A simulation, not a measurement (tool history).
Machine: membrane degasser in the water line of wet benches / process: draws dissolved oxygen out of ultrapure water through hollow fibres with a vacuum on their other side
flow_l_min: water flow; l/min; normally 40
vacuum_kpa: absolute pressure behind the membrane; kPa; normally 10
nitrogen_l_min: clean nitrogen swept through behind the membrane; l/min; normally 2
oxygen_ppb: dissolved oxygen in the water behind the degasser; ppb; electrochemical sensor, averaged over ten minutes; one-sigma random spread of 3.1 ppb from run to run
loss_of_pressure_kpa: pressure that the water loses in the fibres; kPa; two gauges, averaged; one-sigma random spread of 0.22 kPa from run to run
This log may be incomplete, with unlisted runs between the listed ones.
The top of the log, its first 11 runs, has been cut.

run 12 hour=644.2 | flow_l_min=40 vacuum_kpa=10 nitrogen_l_min=2 | oxygen_ppb=317.7 loss_of_pressure_kpa=56.17
run 13 hour=735.1 | flow_l_min=40 vacuum_kpa=10 nitrogen_l_min=2 | oxygen_ppb=324.2 loss_of_pressure_kpa=56.32
run 14 hour=831.8 | flow_l_min=40 vacuum_kpa=9.7 nitrogen_l_min=2 | oxygen_ppb=307.6 loss_of_pressure_kpa=56.69
run 15 hour=871.4 | flow_l_min=38 vacuum_kpa=10 nitrogen_l_min=2 | oxygen_ppb=305.4 loss_of_pressure_kpa=53.7
run 16 hour=933.8 | flow_l_min=38 vacuum_kpa=10 nitrogen_l_min=2 | oxygen_ppb=307.4 loss_of_pressure_kpa=53.88
run 17 hour=976.5 | flow_l_min=38 vacuum_kpa=10 nitrogen_l_min=2 | oxygen_ppb=309.3 loss_of_pressure_kpa=53.31
run 18 hour=1040.2 | flow_l_min=29 vacuum_kpa=10 nitrogen_l_min=2 | oxygen_ppb=236.6 loss_of_pressure_kpa=40.75
run 19 hour=1122.8 | flow_l_min=29 vacuum_kpa=10 nitrogen_l_min=2 | oxygen_ppb=236.9 loss_of_pressure_kpa=41
run 20 hour=1175 | flow_l_min=29 vacuum_kpa=10 nitrogen_l_min=2 | oxygen_ppb=237.6 loss_of_pressure_kpa=41.13
run 21 hour=1225.5 | flow_l_min=45 vacuum_kpa=10 nitrogen_l_min=5.44 | oxygen_ppb=168.6 loss_of_pressure_kpa=63.51
-- hour=1233.2 vacuum gauge calibrated
run 22 hour=1314.1 | flow_l_min=29 vacuum_kpa=14.7 nitrogen_l_min=2.85 | oxygen_ppb=279.2 loss_of_pressure_kpa=41.12
-- hour=1391 vacuum gauge calibrated, once more
run 23 hour=1406.4 | flow_l_min=29 vacuum_kpa=14.7 nitrogen_l_min=2.85 | oxygen_ppb=277.5 loss_of_pressure_kpa=41.38
run 24 hour=1470.2 | flow_l_min=38 vacuum_kpa=12.8 nitrogen_l_min=2.21 | oxygen_ppb=373 loss_of_pressure_kpa=53.93
run 25 hour=1552 | flow_l_min=43 vacuum_kpa=10 nitrogen_l_min=2 | oxygen_ppb=336.2 loss_of_pressure_kpa=60.99
run 26 hour=1625 | flow_l_min=62 vacuum_kpa=10 nitrogen_l_min=2.51 | oxygen_ppb=428.4 loss_of_pressure_kpa=87.62
run 27 hour=1696.9 | flow_l_min=32 vacuum_kpa=14.1 nitrogen_l_min=2 | oxygen_ppb=396.6 loss_of_pressure_kpa=45.1
run 28 hour=1773.9 | flow_l_min=32 vacuum_kpa=14.1 nitrogen_l_min=2 | oxygen_ppb=397.7 loss_of_pressure_kpa=45.06
run 29 hour=1825.5 | flow_l_min=39 vacuum_kpa=14.1 nitrogen_l_min=1.22 | oxygen_ppb=697.3 loss_of_pressure_kpa=55.05
run 30 hour=1895.3 | flow_l_min=39 vacuum_kpa=13.1 nitrogen_l_min=1.22 | oxygen_ppb=643.1 loss_of_pressure_kpa=55.18
run 31 hour=1985.3 | flow_l_min=28 vacuum_kpa=10 nitrogen_l_min=1.57 | oxygen_ppb=275.4 loss_of_pressure_kpa=39.82
run 32 hour=2048.5 | flow_l_min=28 vacuum_kpa=10 nitrogen_l_min=1.57 | oxygen_ppb=274.5 loss_of_pressure_kpa=39.55

Below are 3 alternative next runs, each starting from the tool's condition after run 32. Predict each:
run A hour=2113.6 | flow_l_min=64 vacuum_kpa=8.8 nitrogen_l_min=2.53 | oxygen_ppb=? loss_of_pressure_kpa=?
run B hour=2113.6 | flow_l_min=44 vacuum_kpa=10 nitrogen_l_min=1.57 | oxygen_ppb=? loss_of_pressure_kpa=?
run C hour=2113.6 | flow_l_min=28 vacuum_kpa=11.1 nitrogen_l_min=1.92 | oxygen_ppb=? loss_of_pressure_kpa=?

run=A oxygen_ppb=377.8 loss_of_pressure_kpa=90.76
run=B oxygen_ppb=420.7 loss_of_pressure_kpa=62.39
run=C oxygen_ppb=268.4 loss_of_pressure_kpa=39.35
Had the tool no hidden state, the same runs would have come out as:
run=A oxygen_ppb=362.6 loss_of_pressure_kpa=87.78
run=B oxygen_ppb=411.2 loss_of_pressure_kpa=60.34
run=C oxygen_ppb=263.2 loss_of_pressure_kpa=38.06
